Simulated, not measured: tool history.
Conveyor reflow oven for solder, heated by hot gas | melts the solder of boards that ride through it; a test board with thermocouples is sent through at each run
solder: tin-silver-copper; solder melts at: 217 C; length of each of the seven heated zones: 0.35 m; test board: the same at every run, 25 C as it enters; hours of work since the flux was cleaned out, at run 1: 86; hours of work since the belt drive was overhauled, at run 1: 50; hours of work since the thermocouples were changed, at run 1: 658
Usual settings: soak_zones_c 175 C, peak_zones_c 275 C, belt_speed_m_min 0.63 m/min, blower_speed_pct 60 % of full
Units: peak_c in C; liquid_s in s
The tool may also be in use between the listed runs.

run,hour,soak_zones_c,peak_zones_c,belt_speed_m_min,blower_speed_pct,hours of work since the flux was cleaned out,hours of work since the belt drive was overhauled,hours of work since the thermocouples were changed,peak_c,liquid_s
1,0,175,275,0.63,60,86,50,658,255.8,51.8
2,10.5,175,281,0.63,60,91,56,663,261.4,54.6
3,20.5,175,281,0.63,60,97,61,669,261.6,54.8
4,32.4,175,281,0.63,60,103,68,675,261.3,53.6
5,42.1,175,275,0.63,60,108,73,680,255.8,51.1
6,50.1,175,275,0.63,60,113,77,684,255.5,52
7,56.6,175,275,0.63,60,116,81,688,256.4,51.9
8,68.7,175,275,0.63,60,123,87,694,256.4,50.8
9,80.5,175,275,0.63,60,129,93,701,256.4,51.1
10,85.4,175,275,0.63,60,132,96,703,255.8,51
11,92.5,175,275,0.678,60,135,100,707,252.6,46.3
12,99.6,173,275,0.63,60,139,104,711,255.7,51
13,110.2,173,275,0.63,60,145,109,717,255.2,51.2
14,117.7,173,290,0.63,60,149,113,721,268.3,57.3
15,127.5,165,271,0.738,60,154,118,726,244.8,33.6
16,137.7,165,271,0.738,60,160,124,731,244.6,33.1
17,145.9,175,275,0.63,60,164,128,736,255,51.1
18,155.6,185,288,0.63,74,169,134,741,273.3,63.2
19,163.4,185,288,0.63,74,173,138,745,273.3,62.7
20,175.2,185,288,0.719,74,180,144,751,269.4,54.5
21,187.2,175,275,0.63,69,186,150,758,259.1,54.8
22,197.5,175,275,0.593,60,192,156,763,257.8,56.4
23,204.4,175,275,0.685,64,195,160,767,254.8,46.5
24,211.4,175,275,0.685,64,199,163,771,255.1,46.8
25,221.7,170,275,0.607,88,204,169,776,264,58.4
26,229.4,170,275,0.607,88,209,173,780,265,57.7

4 ways to go on from here, each from the tool as it stands after run 26. What would each give?
A,236.5,175,287,0.63,60,212,177,784,?,?
B,236.5,175,275,0.607,88,212,177,784,?,?
C,236.5,175,287,0.63,60,212,177,784,?,?
D,236.5,170,264,0.553,54,212,177,784,?,?

run,peak_c,liquid_s
A,265.9,56.8
B,265.7,58.6
C,266.6,56.5
D,247.5,51.9
Without the tool's hidden state the same runs would have given:
run,peak_c,liquid_s
A,266,56.8
B,265.7,58.6
C,266.7,56.5
D,247.5,51.9
